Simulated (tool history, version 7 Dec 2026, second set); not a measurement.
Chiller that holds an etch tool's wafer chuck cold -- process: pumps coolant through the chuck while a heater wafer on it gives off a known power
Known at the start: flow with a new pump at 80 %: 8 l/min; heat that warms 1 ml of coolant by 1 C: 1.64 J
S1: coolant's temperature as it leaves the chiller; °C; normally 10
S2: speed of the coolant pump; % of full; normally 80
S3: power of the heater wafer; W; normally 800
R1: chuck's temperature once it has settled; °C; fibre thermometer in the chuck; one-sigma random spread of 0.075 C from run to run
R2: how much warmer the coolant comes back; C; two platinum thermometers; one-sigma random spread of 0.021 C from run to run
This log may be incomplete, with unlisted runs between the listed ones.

run     day  S1  S2    S3     R1    R2
  1       0  10  80   800   15.8  3.67
  2   0.792  10  80   800  15.91  3.63
  3   2.154  10  80   800   15.9   3.7
  4   2.975  15  80   800  20.83  3.68
  5   4.125  15  80   800  20.93  3.65
  6   5.346  15  80   800  20.89  3.65
  7   6.046  15  62   800  22.49   4.9
  8   6.983  15  62   800  22.52  4.85
  9   8.092  10  80   800  15.79  3.65
 10   9.417  10  77   800  16.21   3.8
 11  10.675  10  77   800  16.15  3.81
 12  11.962  19  77   800  25.15  3.85
 13  13.004  19  77   800  25.17  3.82
 14   13.65  10  80   800  16.13  3.66
 15  14.888  12  80   800  17.92  3.67
 16  16.088  17  71   800  23.75  4.21
 17  17.512  17  71   800  23.68  4.19
 18  18.129  17  71   800  23.66  4.18
 19  19.258  17  71  1200     27  6.29
 20  20.146  17  71  1200  27.21  6.25
 21  21.567   9  77   800  15.27  3.82
 22  22.208   7  82   704  12.27  3.14
 23  23.129   7  82   704  12.28  3.14
 24  23.942   7  67   411  10.79   2.3
 25  25.058  10  80  1086  18.34  4.99
 26  26.104  10  63  1161  20.87  6.96
 27  27.146   2  66   716    8.6   4.1
 28  28.446  10  88   735   15.2  3.03
 29  29.475  10  88   735  15.21  3.05

Consider 3 possible next runs. They are alternatives, not a sequence: every one starts from the tool as it was left by run 29. What does each give?
  A  30.6  16  80  800   ?   ?
  B  30.6   1  88  735   ?   ?
  C  30.6  10  88  587   ?   ?

run     R1    R2
  A  22.24  3.66
  B   6.18  3.06
  C  14.43  2.37
Without the tool's unlogged condition, the same runs would have read:
run     R1    R2
  A  21.92  3.66
  B   5.85  3.06
  C   14.1  2.37
